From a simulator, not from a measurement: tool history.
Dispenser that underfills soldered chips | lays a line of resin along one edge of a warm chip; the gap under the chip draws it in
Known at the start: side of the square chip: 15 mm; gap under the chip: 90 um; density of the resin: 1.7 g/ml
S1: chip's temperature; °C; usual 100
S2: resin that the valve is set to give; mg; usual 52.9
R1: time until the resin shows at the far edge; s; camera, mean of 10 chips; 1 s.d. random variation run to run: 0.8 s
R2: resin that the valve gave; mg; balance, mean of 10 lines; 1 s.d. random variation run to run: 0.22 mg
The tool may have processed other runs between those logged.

run 1 hour=0 | S1=100 S2=52.9 | R1=80.2 R2=53.23
-- hour=4.5 new syringe of resin
run 2 hour=4.8 | S1=100 S2=52.9 | R1=69.7 R2=52.58
run 3 hour=10.9 | S1=102 S2=52.9 | R1=83.4 R2=52.51
-- hour=12.3 new syringe of resin
run 4 hour=16.5 | S1=102 S2=56.1 | R1=76 R2=55.51
-- hour=20.2 new syringe of resin
run 5 hour=24.5 | S1=102 S2=56.1 | R1=76.1 R2=55.02
-- hour=28.5 new syringe of resin
run 6 hour=31.6 | S1=108 S2=52.9 | R1=57.2 R2=51.65
-- hour=36.5 new syringe of resin
run 7 hour=37.8 | S1=100 S2=52.9 | R1=72.5 R2=51.39
-- hour=44.5 new syringe of resin
run 8 hour=45.7 | S1=100 S2=52.9 | R1=74 R2=51.28
run 9 hour=51.7 | S1=91 S2=52.9 | R1=138.4 R2=50.93
-- hour=52.6 new syringe of resin
-- hour=60.4 new syringe of resin
run 10 hour=60.4 | S1=91 S2=52.9 | R1=100.7 R2=50.85
run 11 hour=65.3 | S1=91 S2=52.9 | R1=124.9 R2=50.37
-- hour=68.2 new syringe of resin
run 12 hour=70.5 | S1=92 S2=50.1 | R1=109.2 R2=47.74
-- hour=76.2 new syringe of resin
run 13 hour=77.3 | S1=92 S2=50.1 | R1=103.6 R2=48.02
run 14 hour=83.2 | S1=101 S2=55.4 | R1=88 R2=52.69
-- hour=84.7 new syringe of resin
run 15 hour=88.2 | S1=86 S2=52.9 | R1=148.1 R2=50.11
-- hour=93 new syringe of resin
run 16 hour=94.1 | S1=111 S2=47.7 | R1=48.7 R2=44.9
run 17 hour=97.7 | S1=91 S2=65.7 | R1=122.7 R2=61.86
-- hour=100.8 new syringe of resin
run 18 hour=105.6 | S1=102 S2=49.6 | R1=80.1 R2=46.01

Forecast each of these 5 alternatives for the next run:
-- hour=109 new syringe of resin
run A hour=110.3 | S1=96 S2=56 | R1=? R2=?
-- hour=109 new syringe of resin
run B hour=110.3 | S1=102 S2=54.7 | R1=? R2=?
-- hour=109 new syringe of resin
run C hour=110.3 | S1=89 S2=52.9 | R1=? R2=?
-- hour=109 new syringe of resin
run D hour=110.3 | S1=95 S2=64.2 | R1=? R2=?
-- hour=109 new syringe of resin
run E hour=110.3 | S1=86 S2=52.3 | R1=? R2=?

run=A R1=85 R2=52.22
run=B R1=66.9 R2=50.94
run=C R1=116.5 R2=49.02
run=D R1=89.5 R2=59.97
run=E R1=132.2 R2=48.42
Had the tool no hidden state, the same runs would have come out as:
run=A R1=86.4 R2=56.12
run=B R1=67.7 R2=54.74
run=C R1=118.5 R2=52.68
run=D R1=91.5 R2=64.44
run=E R1=134.5 R2=52.04
